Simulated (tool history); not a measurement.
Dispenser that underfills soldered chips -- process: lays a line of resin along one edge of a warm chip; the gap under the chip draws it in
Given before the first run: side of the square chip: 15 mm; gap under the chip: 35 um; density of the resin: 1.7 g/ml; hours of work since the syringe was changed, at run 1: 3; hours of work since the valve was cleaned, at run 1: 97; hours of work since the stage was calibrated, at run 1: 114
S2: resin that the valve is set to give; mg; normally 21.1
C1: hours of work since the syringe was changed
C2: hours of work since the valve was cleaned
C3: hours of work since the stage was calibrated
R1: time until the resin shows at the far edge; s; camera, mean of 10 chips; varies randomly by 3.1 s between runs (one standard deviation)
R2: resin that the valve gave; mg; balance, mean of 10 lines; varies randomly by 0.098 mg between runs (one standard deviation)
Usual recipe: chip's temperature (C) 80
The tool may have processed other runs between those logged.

Run 1, hour 0.0: usual settings; C1 3; C2 97; C3 114. Result: R1 357.8 s, R2 19.73 mg.
Run 2, hour 7.7: usual settings; C1 8; C2 102; C3 120. Result: R1 463.4 s, R2 19.44 mg.
At hour 12.4: new syringe of resin.
Run 3, hour 19.4: usual settings; C1 5; C2 110; C3 128. Result: R1 406.1 s, R2 19.49 mg.
Run 4, hour 26.2: usual settings; C1 10; C2 115; C3 133. Result: R1 501.9 s, R2 19.34 mg.
At hour 28.0: new syringe of resin.
Run 5, hour 32.2: usual settings; C1 3; C2 119; C3 137. Result: R1 375.0 s, R2 19.39 mg.
At hour 39.4: dispensing valve cleaned and set on the balance.
Run 6, hour 39.6: usual settings; C1 7; C2 0; C3 141. Result: R1 445.5 s, R2 21.04 mg.
At hour 44.3: new syringe of resin.
Run 7, hour 50.1: usual settings but chip's temperature (C) 89, S2 19.0 mg; C1 4; C2 7; C3 148. Result: R1 287.7 s, R2 18.75 mg.
At hour 60.2: new syringe of resin.
Run 8, hour 61.6: usual settings but chip's temperature (C) 89, S2 19.0 mg; C1 1; C2 15; C3 156. Result: R1 248.0 s, R2 18.71 mg.
Run 9, hour 68.1: usual settings but chip's temperature (C) 89, S2 19.0 mg; C1 6; C2 20; C3 161. Result: R1 306.4 s, R2 18.63 mg.
Run 10, hour 74.3: usual settings but chip's temperature (C) 87; C1 10; C2 24; C3 165. Result: R1 397.6 s, R2 20.54 mg.

Predict each of these 5 candidate next runs independently; none follows another, all start after run 10:
At hour 75.4: new syringe of resin.
Run A, hour 82.6: usual settings but chip's temperature (C) 92, S2 19.8 mg; C1 5; C2 30; C3 171. Result: R1 ?, R2 ?.
At hour 75.4: new syringe of resin.
Run B, hour 82.6: usual settings but chip's temperature (C) 81, S2 20.6 mg; C1 5; C2 30; C3 171. Result: R1 ?, R2 ?.
At hour 75.4: new syringe of resin.
Run C, hour 82.6: usual settings but chip's temperature (C) 73, S2 18.0 mg; C1 5; C2 30; C3 171. Result: R1 ?, R2 ?.
At hour 75.4: new syringe of resin.
Run D, hour 82.6: usual settings but chip's temperature (C) 87, S2 19.3 mg; C1 5; C2 30; C3 171. Result: R1 ?, R2 ?.
At hour 75.4: new syringe of resin.
Run E, hour 82.6: usual settings but chip's temperature (C) 68; C1 5; C2 30; C3 171. Result: R1 ?, R2 ?.

run     R1     R2
  A  260.6  19.26
  B  376.2  20.23
  C  527.8  17.56
  D  314.2  18.74
  E  609.2  20.70
Had the tool no hidden state, the same runs would have come out as:
run     R1     R2
  A  201.5  19.78
  B  290.5  20.77
  C  405.7  18.03
  D  242.7  19.24
  E  469.4  21.25
